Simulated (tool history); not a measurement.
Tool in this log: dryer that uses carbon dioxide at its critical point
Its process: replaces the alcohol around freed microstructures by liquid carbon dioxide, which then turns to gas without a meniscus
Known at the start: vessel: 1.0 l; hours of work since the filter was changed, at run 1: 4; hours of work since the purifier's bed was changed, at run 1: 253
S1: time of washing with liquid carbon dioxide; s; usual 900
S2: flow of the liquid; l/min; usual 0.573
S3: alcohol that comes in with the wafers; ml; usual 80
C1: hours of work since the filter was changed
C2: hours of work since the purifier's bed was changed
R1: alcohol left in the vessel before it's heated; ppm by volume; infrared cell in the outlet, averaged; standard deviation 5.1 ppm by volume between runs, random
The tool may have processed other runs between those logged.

Run 1, hour 0: usual settings; C1 4; C2 253. Result: R1 78 ppm by volume.
Run 2, hour 6.8: usual settings but S3 22 ml; C1 8; C2 257. Result: R1 45 ppm by volume.
Run 3, hour 17.2: usual settings but S3 22 ml; C1 15; C2 264. Result: R1 40 ppm by volume.
Run 4, hour 25.2: usual settings but S3 22 ml; C1 20; C2 269. Result: R1 42 ppm by volume.
Run 5, hour 32.6: usual settings but S3 22 ml; C1 25; C2 274. Result: R1 45 ppm by volume.
Run 6, hour 49: usual settings but S3 22 ml; C1 35; C2 285. Result: R1 48 ppm by volume.
Run 7, hour 60.4: usual settings but S3 93 ml; C1 43; C2 292. Result: R1 90 ppm by volume.
Run 8, hour 75.4: usual settings but S3 93 ml; C1 52; C2 302. Result: R1 89 ppm by volume.
Run 9, hour 82.6: usual settings but S1 720 s; C1 57; C2 306. Result: R1 267 ppm by volume.
Run 10, hour 92.6: usual settings but S1 720 s; C1 64; C2 313. Result: R1 275 ppm by volume.
Run 11, hour 101.8: usual settings but S1 720 s; C1 69; C2 319. Result: R1 269 ppm by volume.
Run 12, hour 113.1: usual settings but S1 720 s; C1 77; C2 326. Result: R1 273 ppm by volume.
Run 13, hour 128.1: usual settings but S1 720 s; C1 86; C2 336. Result: R1 282 ppm by volume.
Run 14, hour 134.9: usual settings but S1 720 s; C1 91; C2 340. Result: R1 275 ppm by volume.
Run 15, hour 141.6: usual settings but S1 720 s; C1 95; C2 345. Result: R1 280 ppm by volume.
Run 16, hour 152.5: usual settings; C1 102; C2 352. Result: R1 89 ppm by volume.
Run 17, hour 166: usual settings; C1 111; C2 360. Result: R1 94 ppm by volume.
Run 18, hour 176.3: usual settings; C1 118; C2 367. Result: R1 94 ppm by volume.
Run 19, hour 183.1: usual settings; C1 122; C2 371. Result: R1 101 ppm by volume.
Run 20, hour 196.3: usual settings but S1 720 s; C1 131; C2 380. Result: R1 306 ppm by volume.
Run 21, hour 212.1: usual settings but S1 720 s; C1 141; C2 390. Result: R1 304 ppm by volume.
Run 22, hour 220.3: usual settings but S1 720 s, S2 0.941 l/min; C1 146; C2 395. Result: R1 46 ppm by volume.
Run 23, hour 233.5: usual settings but S1 720 s, S2 0.941 l/min; C1 155; C2 404. Result: R1 45 ppm by volume.
Run 24, hour 247.7: usual settings but S1 720 s, S2 0.579 l/min; C1 164; C2 413. Result: R1 285 ppm by volume.
Run 25, hour 255.6: usual settings but S1 540 s, S2 0.54 l/min, S3 27 ml; C1 169; C2 418. Result: R1 534 ppm by volume.
Run 26, hour 263.1: usual settings but S1 540 s, S2 0.54 l/min, S3 27 ml; C1 174; C2 423. Result: R1 526 ppm by volume.
Run 27, hour 273.3: usual settings but S1 600 s, S3 46 ml; C1 180; C2 430. Result: R1 436 ppm by volume.
Run 28, hour 283.4: usual settings but S1 600 s, S3 46 ml; C1 187; C2 436. Result: R1 452 ppm by volume.
Run 29, hour 290.7: usual settings but S1 600 s, S3 46 ml; C1 192; C2 441. Result: R1 459 ppm by volume.
Run 30, hour 305.5: usual settings but S1 1140 s, S2 0.635 l/min, S3 63 ml; C1 201; C2 450. Result: R1 52 ppm by volume.
Run 31, hour 318: usual settings but S1 1140 s, S2 0.635 l/min, S3 63 ml; C1 209; C2 459. Result: R1 44 ppm by volume.
Run 32, hour 324.9: usual settings but S1 780 s, S2 0.392 l/min, S3 53 ml; C1 214; C2 463. Result: R1 896 ppm by volume.
Run 33, hour 332.7: usual settings but S1 780 s, S2 0.392 l/min, S3 53 ml; C1 219; C2 468. Result: R1 909 ppm by volume.
Run 34, hour 341.3: usual settings but S1 780 s, S2 0.392 l/min, S3 53 ml; C1 224; C2 474. Result: R1 908 ppm by volume.
Run 35, hour 353: usual settings but S1 780 s, S2 0.392 l/min, S3 53 ml; C1 232; C2 481. Result: R1 936 ppm by volume.
Run 36, hour 364.3: usual settings but S1 780 s, S2 0.392 l/min, S3 53 ml; C1 239; C2 488. Result: R1 908 ppm by volume.
Run 37, hour 373.5: usual settings but S1 1140 s, S2 0.348 l/min, S3 92 ml; C1 245; C2 494. Result: R1 510 ppm by volume.
Run 38, hour 382.7: usual settings but S1 1140 s, S2 0.348 l/min, S3 92 ml; C1 251; C2 500. Result: R1 521 ppm by volume.
Run 39, hour 393: usual settings but S1 1140 s, S2 0.348 l/min, S3 92 ml; C1 258; C2 507. Result: R1 533 ppm by volume.
Run 40, hour 402.7: usual settings but S1 1140 s, S2 0.348 l/min, S3 92 ml; C1 264; C2 513. Result: R1 529 ppm by volume.
Run 41, hour 409.7: usual settings but S1 1140 s, S2 0.348 l/min, S3 92 ml; C1 268; C2 518. Result: R1 521 ppm by volume.
Run 42, hour 418.5: usual settings but S1 1140 s, S2 0.348 l/min, S3 92 ml; C1 274; C2 523. Result: R1 537 ppm by volume.
Run 43, hour 428.2: usual settings but S1 1320 s, S2 0.689 l/min, S3 97 ml; C1 280; C2 530. Result: R1 59 ppm by volume.
Run 44, hour 440.8: usual settings but S1 600 s, S2 0.358 l/min, S3 34 ml; C1 289; C2 538. Result: R1 2016 ppm by volume.
Run 45, hour 450.2: usual settings but S1 960 s, S2 0.541 l/min; C1 295; C2 544. Result: R1 118 ppm by volume.
Run 46, hour 460.5: usual settings but S2 0.899 l/min, S3 53 ml; C1 301; C2 551. Result: R1 59 ppm by volume.

The next listed run, before its measurement:
Run 47, hour 468.4: usual settings but S2 0.899 l/min, S3 33 ml; C1 306; C2 556. Result: R1 ?.

Run 47 produced R1 55 ppm by volume.
Had the tool carried no hidden state, the very same run would have given R1 4 ppm by volume.
